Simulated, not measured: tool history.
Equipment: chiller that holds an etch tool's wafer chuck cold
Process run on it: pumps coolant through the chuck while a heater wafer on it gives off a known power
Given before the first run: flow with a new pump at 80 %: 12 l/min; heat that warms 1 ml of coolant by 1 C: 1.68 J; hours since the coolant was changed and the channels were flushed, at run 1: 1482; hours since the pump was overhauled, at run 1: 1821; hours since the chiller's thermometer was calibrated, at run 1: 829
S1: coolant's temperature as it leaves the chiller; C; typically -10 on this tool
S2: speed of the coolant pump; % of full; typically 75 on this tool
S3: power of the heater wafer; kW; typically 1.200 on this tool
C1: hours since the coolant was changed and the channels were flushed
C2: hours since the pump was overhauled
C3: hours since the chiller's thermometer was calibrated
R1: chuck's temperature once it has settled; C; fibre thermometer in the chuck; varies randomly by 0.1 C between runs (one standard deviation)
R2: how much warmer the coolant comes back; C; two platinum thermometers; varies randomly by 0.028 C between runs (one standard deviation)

run	hour	S1	S2	S3	C1	C2	C3	R1	R2
1	0.0	-10	75	1.200	1482	1821	829	1.2	3.84
2	113.0	-10	75	1.200	1595	1934	942	1.0	3.88
3	183.9	-18	75	1.200	1666	2005	1013	-6.8	3.87
4	259.7	-10	60	1.200	1742	2081	1089	2.8	4.93
5	409.2	-10	75	1.200	1892	2230	1239	1.2	3.85
6	546.4	-10	75	1.200	2029	2368	1376	1.1	3.88
7	649.2	-10	75	1.200	2132	2470	1479	1.0	3.87
8	719.9	-17	90	1.200	2202	2541	1549	-7.3	3.20
9	804.9	-10	65	1.200	2287	2626	1634	2.3	4.55
10	867.9	-18	90	1.643	2350	2689	1697	-4.4	4.47
11	978.0	-20	66	1.363	2460	2799	1807	-6.4	5.07
12	1111.8	-10	75	1.302	2594	2933	1941	2.2	4.25
13	1177.5	-3	95	1.302	2660	2999	2007	7.4	3.33
14	1246.5	-3	98	1.302	2729	3068	2076	7.2	3.17

Below are 5 alternative next runs, each starting from the tool's condition after run 14. Predict each:
A	1356.9	-3	88	1.369	2839	3178	2186	?	?
B	1356.9	-3	69	1.182	2839	3178	2186	?	?
C	1356.9	-3	94	1.317	2839	3178	2186	?	?
D	1356.9	-10	95	0.892	2839	3178	2186	?	?
E	1356.9	-10	80	1.200	2839	3178	2186	?	?

run	R1	R2
A	8.4	3.77
B	8.6	4.22
C	7.5	3.37
D	-2.8	2.34
E	0.7	3.67
Without the tool's unlogged condition, the same runs would have read:
run	R1	R2
A	8.4	3.67
B	8.6	4.12
C	7.5	3.27
D	-2.8	2.24
E	0.7	3.57

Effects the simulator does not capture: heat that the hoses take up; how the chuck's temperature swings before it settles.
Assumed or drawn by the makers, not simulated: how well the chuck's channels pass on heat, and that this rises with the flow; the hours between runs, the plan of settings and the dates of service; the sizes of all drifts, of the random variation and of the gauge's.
